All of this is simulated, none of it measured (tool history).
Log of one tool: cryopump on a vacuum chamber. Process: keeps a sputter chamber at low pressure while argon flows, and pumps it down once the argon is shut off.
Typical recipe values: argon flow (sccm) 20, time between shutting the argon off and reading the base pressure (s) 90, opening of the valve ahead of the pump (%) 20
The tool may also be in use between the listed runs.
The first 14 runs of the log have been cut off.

run   hour  argon flow (sccm)  time between shutting the argon off and reading the base pressure (s)  opening of the valve ahead of the pump (%)  pressure while argon flows (Pa)  pressure after the wait (uPa)
 15  165.0                 20                                                                     90                                          38                           0.0362                           1.37
 16  181.1                 20                                                                     90                                          38                           0.0360                           1.36
 17  188.7                 27                                                                     90                                          20                           0.0927                           1.45
 18  195.6                 20                                                                    278                                          18                           0.0762                           1.00
 19  202.8                 20                                                                    278                                          18                           0.0763                           1.02
     217.4  -- leaking fittings of the chamber tightened, without venting
 20  220.3                 20                                                                     90                                          48                           0.0288                           0.71
 21  234.9                 11                                                                     90                                          20                           0.0378                           0.72
 22  244.4                 16                                                                     23                                          28                           0.0389                           2.26
 23  253.2                 16                                                                     23                                          28                           0.0399                           2.24
 24  264.9                 16                                                                     23                                          28                           0.0398                           2.30
 25  278.5                 16                                                                     23                                          28                           0.0396                           2.33
 26  291.1                 16                                                                     23                                          28                           0.0402                           2.28
 27  307.1                 21                                                                     46                                          28                           0.0517                           1.27
 28  314.3                 21                                                                     46                                          28                           0.0515                           1.22
 29  328.4                 21                                                                     46                                          28                           0.0521                           1.22
 30  340.4                 20                                                                     80                                          21                           0.0650                           0.80
 31  355.2                 11                                                                    146                                          37                           0.0204                           0.54
 32  369.6                 20                                                                     72                                          53                           0.0264                           0.88
 33  379.9                 36                                                                    230                                          20                           0.1241                           0.44
 34  390.9                 36                                                                    228                                          41                           0.0613                           0.45

3 ways to go on from here, each from the tool as it stands after run 34. What would each give?
  A  405.9                 36                                                                    228                                          41                                ?                              ?
  B  405.9                 33                                                                     90                                          20                                ?                              ?
  C  405.9                 12                                                                     21                                          50                                ?                              ?

run  pressure while argon flows (Pa)  pressure after the wait (uPa)
  A                           0.0615                           0.45
  B                           0.1139                           0.78
  C                           0.0169                           2.57
Stripped of hidden state, with their random variation kept, the same runs would have yielded:
run  pressure while argon flows (Pa)  pressure after the wait (uPa)
  A                           0.0601                           0.35
  B                           0.1126                           0.69
  C                           0.0164                           2.47
